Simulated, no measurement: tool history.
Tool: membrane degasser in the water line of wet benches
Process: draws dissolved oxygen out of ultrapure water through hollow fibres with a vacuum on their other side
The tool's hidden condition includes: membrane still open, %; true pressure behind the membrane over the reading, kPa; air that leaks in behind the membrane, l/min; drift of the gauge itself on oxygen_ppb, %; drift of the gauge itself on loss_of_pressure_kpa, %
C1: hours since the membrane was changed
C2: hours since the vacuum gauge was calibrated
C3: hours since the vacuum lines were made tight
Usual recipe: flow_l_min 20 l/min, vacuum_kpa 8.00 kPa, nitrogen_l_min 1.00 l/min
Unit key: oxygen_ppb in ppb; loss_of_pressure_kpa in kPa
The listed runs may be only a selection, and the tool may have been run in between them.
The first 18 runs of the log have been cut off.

{"run": 19, "hour": 746.6, "flow_l_min": 22, "vacuum_kpa": 8.0, "nitrogen_l_min": 0.47, "C1": 2917, "C2": 1821, "C3": 9995, "oxygen_ppb": 469.6, "loss_of_pressure_kpa": 68.18}
{"hour": 787.0, "done": "seals of the vacuum lines changed"}
{"run": 20, "hour": 789.2, "flow_l_min": 30, "vacuum_kpa": 16.02, "nitrogen_l_min": 0.47, "C1": 2958, "C2": 1861, "C3": 2, "oxygen_ppb": 1425.3, "loss_of_pressure_kpa": 92.96}
{"run": 21, "hour": 841.9, "flow_l_min": 14, "vacuum_kpa": 8.88, "nitrogen_l_min": 1.9, "C1": 3010, "C2": 1914, "C3": 55, "oxygen_ppb": 106.0, "loss_of_pressure_kpa": 43.4}
{"run": 22, "hour": 872.6, "flow_l_min": 14, "vacuum_kpa": 8.88, "nitrogen_l_min": 1.9, "C1": 3041, "C2": 1945, "C3": 86, "oxygen_ppb": 107.7, "loss_of_pressure_kpa": 43.33}
{"run": 23, "hour": 908.3, "flow_l_min": 14, "vacuum_kpa": 8.88, "nitrogen_l_min": 1.9, "C1": 3077, "C2": 1980, "C3": 121, "oxygen_ppb": 106.8, "loss_of_pressure_kpa": 43.56}
{"run": 24, "hour": 948.3, "flow_l_min": 30, "vacuum_kpa": 8.86, "nitrogen_l_min": 1.64, "C1": 3117, "C2": 2020, "C3": 161, "oxygen_ppb": 381.4, "loss_of_pressure_kpa": 92.91}
{"run": 25, "hour": 1001.8, "flow_l_min": 23, "vacuum_kpa": 7.88, "nitrogen_l_min": 1.64, "C1": 3170, "C2": 2074, "C3": 215, "oxygen_ppb": 215.6, "loss_of_pressure_kpa": 71.64}
{"run": 26, "hour": 1044.6, "flow_l_min": 17, "vacuum_kpa": 8.0, "nitrogen_l_min": 1.15, "C1": 3213, "C2": 2117, "C3": 258, "oxygen_ppb": 178.5, "loss_of_pressure_kpa": 53.12}
{"run": 27, "hour": 1095.0, "flow_l_min": 21, "vacuum_kpa": 5.35, "nitrogen_l_min": 1.5, "C1": 3264, "C2": 2167, "C3": 308, "oxygen_ppb": 117.4, "loss_of_pressure_kpa": 64.98}
{"run": 28, "hour": 1134.6, "flow_l_min": 20, "vacuum_kpa": 12.27, "nitrogen_l_min": 1.0, "C1": 3303, "C2": 2207, "C3": 348, "oxygen_ppb": 430.3, "loss_of_pressure_kpa": 62.44}
{"run": 29, "hour": 1176.5, "flow_l_min": 20, "vacuum_kpa": 12.27, "nitrogen_l_min": 1.0, "C1": 3345, "C2": 2248, "C3": 390, "oxygen_ppb": 427.0, "loss_of_pressure_kpa": 62.24}
{"run": 30, "hour": 1216.7, "flow_l_min": 20, "vacuum_kpa": 12.27, "nitrogen_l_min": 0.49, "C1": 3385, "C2": 2289, "C3": 430, "oxygen_ppb": 725.8, "loss_of_pressure_kpa": 62.12}
{"run": 31, "hour": 1240.3, "flow_l_min": 13, "vacuum_kpa": 5.66, "nitrogen_l_min": 0.55, "C1": 3409, "C2": 2312, "C3": 453, "oxygen_ppb": 133.7, "loss_of_pressure_kpa": 40.44}
{"run": 32, "hour": 1288.3, "flow_l_min": 13, "vacuum_kpa": 5.66, "nitrogen_l_min": 0.55, "C1": 3457, "C2": 2360, "C3": 501, "oxygen_ppb": 130.6, "loss_of_pressure_kpa": 40.08}

Here are 3 independent what-if runs from the current tool condition. What would each one return?
{"run": "A", "hour": 1325.5, "flow_l_min": 19, "vacuum_kpa": 8.73, "nitrogen_l_min": 0.61, "C1": 3494, "C2": 2397, "C3": 539, "oxygen_ppb": "?", "loss_of_pressure_kpa": "?"}
{"run": "B", "hour": 1325.5, "flow_l_min": 13, "vacuum_kpa": 5.66, "nitrogen_l_min": 1.03, "C1": 3494, "C2": 2397, "C3": 539, "oxygen_ppb": "?", "loss_of_pressure_kpa": "?"}
{"run": "C", "hour": 1325.5, "flow_l_min": 21, "vacuum_kpa": 8.0, "nitrogen_l_min": 1.0, "C1": 3494, "C2": 2397, "C3": 539, "oxygen_ppb": "?", "loss_of_pressure_kpa": "?"}

run=A oxygen_ppb=384.3 loss_of_pressure_kpa=59.05
run=B oxygen_ppb=77.1 loss_of_pressure_kpa=40.25
run=C oxygen_ppb=264.2 loss_of_pressure_kpa=65.28
With the hidden condition removed and each run's random variation left untouched, the same runs would have given:
run=A oxygen_ppb=376.8 loss_of_pressure_kpa=57.56
run=B oxygen_ppb=74.6 loss_of_pressure_kpa=39.23
run=C oxygen_ppb=256.1 loss_of_pressure_kpa=63.63

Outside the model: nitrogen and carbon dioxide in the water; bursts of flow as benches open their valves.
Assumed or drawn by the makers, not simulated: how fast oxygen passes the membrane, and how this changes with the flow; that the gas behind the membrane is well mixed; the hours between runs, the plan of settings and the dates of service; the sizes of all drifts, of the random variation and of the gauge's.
